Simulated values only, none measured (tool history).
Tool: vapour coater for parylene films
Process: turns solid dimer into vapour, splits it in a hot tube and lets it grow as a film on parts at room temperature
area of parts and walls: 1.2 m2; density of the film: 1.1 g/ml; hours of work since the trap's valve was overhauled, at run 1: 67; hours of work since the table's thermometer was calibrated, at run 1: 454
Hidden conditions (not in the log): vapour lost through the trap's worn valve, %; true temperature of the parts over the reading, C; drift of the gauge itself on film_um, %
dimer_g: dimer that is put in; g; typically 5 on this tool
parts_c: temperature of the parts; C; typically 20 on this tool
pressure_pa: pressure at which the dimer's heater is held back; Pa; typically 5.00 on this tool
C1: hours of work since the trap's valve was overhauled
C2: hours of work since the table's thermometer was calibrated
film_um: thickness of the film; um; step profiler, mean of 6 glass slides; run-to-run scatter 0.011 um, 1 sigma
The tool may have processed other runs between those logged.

Run 1, hour 0.0: usual settings; C1 67; C2 454. Result: film_um 2.21 um.
Run 2, hour 27.0: usual settings; C1 80; C2 466. Result: film_um 2.22 um.
Run 3, hour 83.7: usual settings; C1 106; C2 493. Result: film_um 2.18 um.
Run 4, hour 108.2: usual settings but dimer_g 3 g; C1 118; C2 504. Result: film_um 1.32 um.
Run 5, hour 136.4: usual settings but dimer_g 3 g, pressure_pa 3.98 Pa; C1 131; C2 517. Result: film_um 1.36 um.
Run 6, hour 180.4: usual settings but dimer_g 3 g, pressure_pa 11.99 Pa; C1 152; C2 538. Result: film_um 1.11 um.
Run 7, hour 205.3: usual settings but dimer_g 3 g, pressure_pa 11.99 Pa; C1 163; C2 550. Result: film_um 1.12 um.
Run 8, hour 242.2: usual settings but dimer_g 3 g, pressure_pa 11.99 Pa; C1 180; C2 567. Result: film_um 1.12 um.
Run 9, hour 286.1: usual settings but dimer_g 3 g, pressure_pa 11.99 Pa; C1 201; C2 587. Result: film_um 1.10 um.
Run 10, hour 336.5: usual settings but pressure_pa 11.99 Pa; C1 225; C2 611. Result: film_um 1.83 um.
At hour 344.1: trap's valve overhauled.
Run 11, hour 368.5: usual settings but pressure_pa 7.30 Pa; C1 11; C2 624. Result: film_um 2.08 um.
Run 12, hour 413.7: usual settings but pressure_pa 7.30 Pa; C1 33; C2 645. Result: film_um 2.09 um.
Run 13, hour 452.5: usual settings but parts_c 16 C; C1 51; C2 663. Result: film_um 2.67 um.
Run 14, hour 504.8: usual settings but parts_c 29 C; C1 75; C2 688. Result: film_um 1.47 um.
Run 15, hour 534.3: usual settings but parts_c 29 C; C1 89; C2 702. Result: film_um 1.46 um.
Run 16, hour 565.5: usual settings but parts_c 29 C; C1 103; C2 716. Result: film_um 1.47 um.
Run 17, hour 595.7: usual settings but parts_c 29 C; C1 118; C2 730. Result: film_um 1.46 um.
Run 18, hour 627.8: usual settings but parts_c 29 C; C1 133; C2 745. Result: film_um 1.44 um.
Run 19, hour 681.2: usual settings but parts_c 29 C; C1 158; C2 770. Result: film_um 1.45 um.
Run 20, hour 737.0: usual settings but dimer_g 2 g, parts_c 26 C; C1 184; C2 796. Result: film_um 0.67 um.
Run 21, hour 776.9: usual settings but dimer_g 8 g, parts_c 29 C, pressure_pa 4.19 Pa; C1 202; C2 815. Result: film_um 2.35 um.
Run 22, hour 802.1: usual settings but dimer_g 8 g, parts_c 29 C, pressure_pa 4.19 Pa; C1 214; C2 827. Result: film_um 2.35 um.
At hour 808.1: table's thermometer calibrated.
At hour 833.3: trap's valve overhauled.
Run 23, hour 836.3: usual settings but parts_c 18 C; C1 1; C2 11. Result: film_um 2.51 um.
Run 24, hour 890.0: usual settings but parts_c 18 C, pressure_pa 2.48 Pa; C1 26; C2 36. Result: film_um 2.80 um.
Run 25, hour 950.4: usual settings but dimer_g 2 g, parts_c 18 C, pressure_pa 10.41 Pa; C1 55; C2 65. Result: film_um 0.85 um.
Run 26, hour 984.9: usual settings but dimer_g 2 g, parts_c 15 C, pressure_pa 7.36 Pa; C1 71; C2 81. Result: film_um 1.06 um.
Run 27, hour 1045.4: usual settings but dimer_g 2 g, parts_c 15 C, pressure_pa 10.22 Pa; C1 99; C2 109. Result: film_um 0.98 um.
Run 28, hour 1086.5: usual settings but dimer_g 2 g, parts_c 15 C, pressure_pa 10.22 Pa; C1 118; C2 128. Result: film_um 0.99 um.
Run 29, hour 1114.5: usual settings but dimer_g 4 g, parts_c 15 C, pressure_pa 2.81 Pa; C1 131; C2 141. Result: film_um 2.45 um.
Run 30, hour 1141.6: usual settings but dimer_g 4 g, parts_c 15 C, pressure_pa 2.81 Pa; C1 144; C2 154. Result: film_um 2.46 um.
At hour 1152.6: table's thermometer calibrated, once more.
Run 31, hour 1198.1: usual settings but dimer_g 4 g, parts_c 15 C, pressure_pa 2.81 Pa; C1 170; C2 21. Result: film_um 2.37 um.
Run 32, hour 1252.6: usual settings but parts_c 15 C, pressure_pa 2.81 Pa; C1 195; C2 47. Result: film_um 2.96 um.
Run 33, hour 1288.9: usual settings but parts_c 18 C, pressure_pa 3.43 Pa; C1 212; C2 64. Result: film_um 2.46 um.
At hour 1324.5: trap's valve overhauled.
Run 34, hour 1324.6: usual settings but parts_c 18 C, pressure_pa 3.43 Pa; C1 0; C2 79. Result: film_um 2.60 um.
Run 35, hour 1374.2: usual settings but parts_c 18 C, pressure_pa 3.43 Pa; C1 23; C2 102. Result: film_um 2.58 um.
Run 36, hour 1416.9: usual settings but dimer_g 3 g, parts_c 18 C, pressure_pa 3.43 Pa; C1 43; C2 122. Result: film_um 1.53 um.
Run 37, hour 1452.1: usual settings but dimer_g 3 g, pressure_pa 2.09 Pa; C1 60; C2 138. Result: film_um 1.52 um.

5 options for the next run, each taken on its own from the tool as it stands now. Forecast them:
Run A, hour 1498.7: usual settings but dimer_g 3 g, pressure_pa 7.53 Pa; C1 81; C2 160. Result: film_um ?.
Run B, hour 1498.7: usual settings but dimer_g 3 g, pressure_pa 11.77 Pa; C1 81; C2 160. Result: film_um ?.
Run C, hour 1498.7: usual settings but dimer_g 4 g, parts_c 28 C, pressure_pa 3.25 Pa; C1 81; C2 160. Result: film_um ?.
Run D, hour 1498.7: usual settings but dimer_g 3 g; C1 81; C2 160. Result: film_um ?.
Run E, hour 1498.7: usual settings but dimer_g 3 g, pressure_pa 6.85 Pa; C1 81; C2 160. Result: film_um ?.

run  film_um
  A     1.22
  B     1.12
  C     1.32
  D     1.31
  E     1.25
Without the tool's hidden state the same runs would have given:
run  film_um
  A     1.24
  B     1.14
  C     1.34
  D     1.34
  E     1.27
